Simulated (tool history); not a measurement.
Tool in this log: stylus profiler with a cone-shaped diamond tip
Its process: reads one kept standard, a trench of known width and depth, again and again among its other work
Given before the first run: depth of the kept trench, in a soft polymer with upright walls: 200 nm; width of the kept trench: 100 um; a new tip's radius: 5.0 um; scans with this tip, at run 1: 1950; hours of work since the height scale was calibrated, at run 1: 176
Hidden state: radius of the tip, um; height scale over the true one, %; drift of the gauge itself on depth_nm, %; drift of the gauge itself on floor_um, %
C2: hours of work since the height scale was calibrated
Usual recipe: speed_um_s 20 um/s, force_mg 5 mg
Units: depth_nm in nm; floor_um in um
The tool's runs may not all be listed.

run 1 hour=0 | speed_um_s=20 force_mg=5 | scans_with_this_tip=1950 C2=176 | depth_nm=204.86 floor_um=96.63
run 2 hour=69.1 | speed_um_s=20 force_mg=5 | scans_with_this_tip=2550 C2=230 | depth_nm=204.93 floor_um=96.5
run 3 hour=106 | speed_um_s=20 force_mg=5 | scans_with_this_tip=2870 C2=258 | depth_nm=204.85 floor_um=96.44
run 4 hour=155.3 | speed_um_s=20 force_mg=5 | scans_with_this_tip=3298 C2=297 | depth_nm=204.86 floor_um=96.33
run 5 hour=189.4 | speed_um_s=20 force_mg=5 | scans_with_this_tip=3595 C2=324 | depth_nm=204.89 floor_um=96.25
run 6 hour=222.7 | speed_um_s=20 force_mg=5 | scans_with_this_tip=3884 C2=350 | depth_nm=204.84 floor_um=96.21
run 7 hour=284.9 | speed_um_s=20 force_mg=5 | scans_with_this_tip=4425 C2=398 | depth_nm=204.91 floor_um=96.04
run 8 hour=350.6 | speed_um_s=20 force_mg=10.15 | scans_with_this_tip=4995 C2=450 | depth_nm=207.94 floor_um=96.07
run 9 hour=398.8 | speed_um_s=20 force_mg=10.15 | scans_with_this_tip=5413 C2=487 | depth_nm=207.88 floor_um=95.95
run 10 hour=444.7 | speed_um_s=60 force_mg=3.4 | scans_with_this_tip=5812 C2=523 | depth_nm=203.79 floor_um=95.69
run 11 hour=507.5 | speed_um_s=14 force_mg=4.67 | scans_with_this_tip=6357 C2=572 | depth_nm=204.74 floor_um=95.77
run 12 hour=549.3 | speed_um_s=20 force_mg=2.73 | scans_with_this_tip=6721 C2=605 | depth_nm=203.3 floor_um=95.63
run 13 hour=593 | speed_um_s=20 force_mg=2.73 | scans_with_this_tip=7100 C2=639 | depth_nm=203.45 floor_um=95.6

Here are 3 independent what-if runs from the current tool condition. What would each one return?
run A hour=667.8 | speed_um_s=18 force_mg=3.89 | scans_with_this_tip=7750 C2=698 | depth_nm=? floor_um=?
run B hour=667.8 | speed_um_s=19 force_mg=13.3 | scans_with_this_tip=7750 C2=698 | depth_nm=? floor_um=?
run C hour=667.8 | speed_um_s=58 force_mg=7.32 | scans_with_this_tip=7750 C2=698 | depth_nm=? floor_um=?

run=A depth_nm=204.18 floor_um=95.53
run=B depth_nm=209.59 floor_um=95.49
run=C depth_nm=206.42 floor_um=95.43
The same runs, with their run-to-run variation unchanged, on a tool lacking any hidden condition would have given:
run=A depth_nm=204.04 floor_um=97.17
run=B depth_nm=209.45 floor_um=97.13
run=C depth_nm=206.27 floor_um=97.07
